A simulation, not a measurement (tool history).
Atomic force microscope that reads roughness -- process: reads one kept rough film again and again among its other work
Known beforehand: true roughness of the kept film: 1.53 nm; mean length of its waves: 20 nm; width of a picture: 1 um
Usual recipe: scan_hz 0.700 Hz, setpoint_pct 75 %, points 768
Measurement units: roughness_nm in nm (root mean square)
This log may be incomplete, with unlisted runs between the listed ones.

Run 1, hour 0.0: usual settings. Result: roughness_nm 1.066 nm (root mean square).
Run 2, hour 8.5: usual settings. Result: roughness_nm 1.055 nm (root mean square).
Run 3, hour 20.8: usual settings. Result: roughness_nm 1.023 nm (root mean square).
Run 4, hour 29.9: usual settings. Result: roughness_nm 0.986 nm (root mean square).
At hour 31.2: new tip fitted.
Run 5, hour 41.2: usual settings but scan_hz 1.352 Hz. Result: roughness_nm 1.254 nm (root mean square).
Run 6, hour 46.7: usual settings but scan_hz 1.352 Hz. Result: roughness_nm 1.236 nm (root mean square).
Run 7, hour 60.1: usual settings but scan_hz 2.017 Hz. Result: roughness_nm 1.148 nm (root mean square).
Run 8, hour 72.6: usual settings but scan_hz 2.017 Hz. Result: roughness_nm 1.099 nm (root mean square).
Run 9, hour 84.8: usual settings. Result: roughness_nm 1.108 nm (root mean square).
Run 10, hour 96.6: usual settings. Result: roughness_nm 1.079 nm (root mean square).
Run 11, hour 109.5: usual settings. Result: roughness_nm 1.026 nm (root mean square).
At hour 119.8: new tip fitted.
Run 12, hour 122.6: usual settings. Result: roughness_nm 1.325 nm (root mean square).
Run 13, hour 134.7: usual settings but setpoint_pct 80 %. Result: roughness_nm 1.259 nm (root mean square).
Run 14, hour 142.1: usual settings but setpoint_pct 80 %. Result: roughness_nm 1.212 nm (root mean square).
Run 15, hour 150.5: usual settings but setpoint_pct 80 %. Result: roughness_nm 1.186 nm (root mean square).
Run 16, hour 159.2: usual settings. Result: roughness_nm 1.161 nm (root mean square).
Run 17, hour 167.7: usual settings. Result: roughness_nm 1.126 nm (root mean square).
Run 18, hour 175.5: usual settings. Result: roughness_nm 1.101 nm (root mean square).
Run 19, hour 188.2: usual settings but setpoint_pct 58 %. Result: roughness_nm 1.072 nm (root mean square).
Run 20, hour 196.3: usual settings but setpoint_pct 58 %. Result: roughness_nm 1.057 nm (root mean square).
Run 21, hour 203.5: usual settings but setpoint_pct 58 %. Result: roughness_nm 1.028 nm (root mean square).
At hour 208.0: new tip fitted.
Run 22, hour 213.7: usual settings but setpoint_pct 58 %. Result: roughness_nm 1.318 nm (root mean square).
Run 23, hour 221.9: usual settings but points 274. Result: roughness_nm 1.210 nm (root mean square).
Run 24, hour 231.0: usual settings but points 274. Result: roughness_nm 1.185 nm (root mean square).
Run 25, hour 238.4: usual settings but setpoint_pct 61 %. Result: roughness_nm 1.208 nm (root mean square).
Run 26, hour 244.7: usual settings but setpoint_pct 61 %. Result: roughness_nm 1.168 nm (root mean square).
Run 27, hour 250.4: usual settings but setpoint_pct 61 %. Result: roughness_nm 1.158 nm (root mean square).
Run 28, hour 259.5: usual settings but scan_hz 1.647 Hz, setpoint_pct 61 %, points 409. Result: roughness_nm 1.096 nm (root mean square).
Run 29, hour 269.1: usual settings but scan_hz 2.315 Hz, setpoint_pct 71 %. Result: roughness_nm 1.022 nm (root mean square).
Run 30, hour 275.2: usual settings but scan_hz 2.315 Hz, setpoint_pct 71 %, points 285. Result: roughness_nm 0.994 nm (root mean square).
Run 31, hour 281.6: usual settings but scan_hz 3.201 Hz, setpoint_pct 63 %, points 532. Result: roughness_nm 0.993 nm (root mean square).
Run 32, hour 294.9: usual settings but scan_hz 3.201 Hz, setpoint_pct 63 %, points 532. Result: roughness_nm 0.966 nm (root mean square).
At hour 296.1: new tip fitted.
At hour 297.1: height scale calibrated on a step standard.
Run 33, hour 307.8: usual settings but scan_hz 1.028 Hz, setpoint_pct 55 %, points 1014. Result: roughness_nm 1.310 nm (root mean square).
Run 34, hour 320.0: usual settings but setpoint_pct 62 %, points 895. Result: roughness_nm 1.242 nm (root mean square).
At hour 328.2: height scale calibrated on a step standard, once more.
Run 35, hour 331.0: usual settings but points 895. Result: roughness_nm 1.198 nm (root mean square).
Run 36, hour 343.8: usual settings but scan_hz 1.014 Hz, setpoint_pct 72 %, points 895. Result: roughness_nm 1.129 nm (root mean square).
Run 37, hour 352.7: usual settings but points 602. Result: roughness_nm 1.100 nm (root mean square).
Run 38, hour 361.0: usual settings but points 602. Result: roughness_nm 1.085 nm (root mean square).
Run 39, hour 374.1: usual settings but scan_hz 0.791 Hz, points 714. Result: roughness_nm 1.036 nm (root mean square).
Run 40, hour 382.8: usual settings but scan_hz 0.791 Hz, points 714. Result: roughness_nm 1.010 nm (root mean square).
At hour 386.1: new tip fitted.
Run 41, hour 391.9: usual settings but scan_hz 0.609 Hz, setpoint_pct 64 %, points 276. Result: roughness_nm 1.282 nm (root mean square).
Run 42, hour 403.7: usual settings but points 703. Result: roughness_nm 1.234 nm (root mean square).
Run 43, hour 410.5: usual settings but points 319. Result: roughness_nm 1.197 nm (root mean square).
Run 44, hour 423.1: usual settings but points 319. Result: roughness_nm 1.138 nm (root mean square).
Run 45, hour 429.7: usual settings but points 319. Result: roughness_nm 1.125 nm (root mean square).
Run 46, hour 440.6: usual settings but points 319. Result: roughness_nm 1.082 nm (root mean square).
Run 47, hour 446.3: usual settings but points 319. Result: roughness_nm 1.054 nm (root mean square).
Run 48, hour 458.5: usual settings but points 319. Result: roughness_nm 1.022 nm (root mean square).
Run 49, hour 469.9: usual settings but scan_hz 2.419 Hz, setpoint_pct 56 %, points 319. Result: roughness_nm 0.988 nm (root mean square).
At hour 473.7: new tip fitted.
Run 50, hour 481.8: usual settings but scan_hz 0.896 Hz, setpoint_pct 67 %, points 855. Result: roughness_nm 1.304 nm (root mean square).
Run 51, hour 494.5: usual settings but scan_hz 0.919 Hz, setpoint_pct 57 %, points 491. Result: roughness_nm 1.246 nm (root mean square).
Run 52, hour 505.7: usual settings but scan_hz 0.919 Hz, setpoint_pct 57 %, points 491. Result: roughness_nm 1.198 nm (root mean square).

Measured less the same run without the tool's hidden state. The same run-to-run variation is in both; the gauge's scatter may not be:
Hidden conditions of the tool in this case: radius of the tip, nm; height scale over the true one, %; drift of the gauge itself on roughness_nm, %.
run  roughness_nm
  1        -0.263
  2        -0.292
  3        -0.330
  4        -0.350
  5        -0.055
  6        -0.080
  7        -0.137
  8        -0.181
  9        -0.231
 10        -0.271
 11        -0.314
 12        -0.018
 13        -0.078
 14        -0.111
 15        -0.148
 16        -0.181
 17        -0.212
 18        -0.241
 19        -0.285
 20        -0.312
 21        -0.332
 22        -0.048
 23        -0.084
 24        -0.122
 25        -0.157
 26        -0.177
 27        -0.202
 28        -0.227
 29        -0.249
 30        -0.262
 31        -0.290
 32        -0.329
 33        -0.061
 34        -0.117
 35        -0.154
 36        -0.201
 37        -0.230
 38        -0.258
 39        -0.296
 40        -0.325
 41        -0.041
 42        -0.093
 43        -0.119
 44        -0.170
 45        -0.198
 46        -0.237
 47        -0.254
 48        -0.292
 49        -0.323
 50        -0.049
 51        -0.107
 52        -0.150
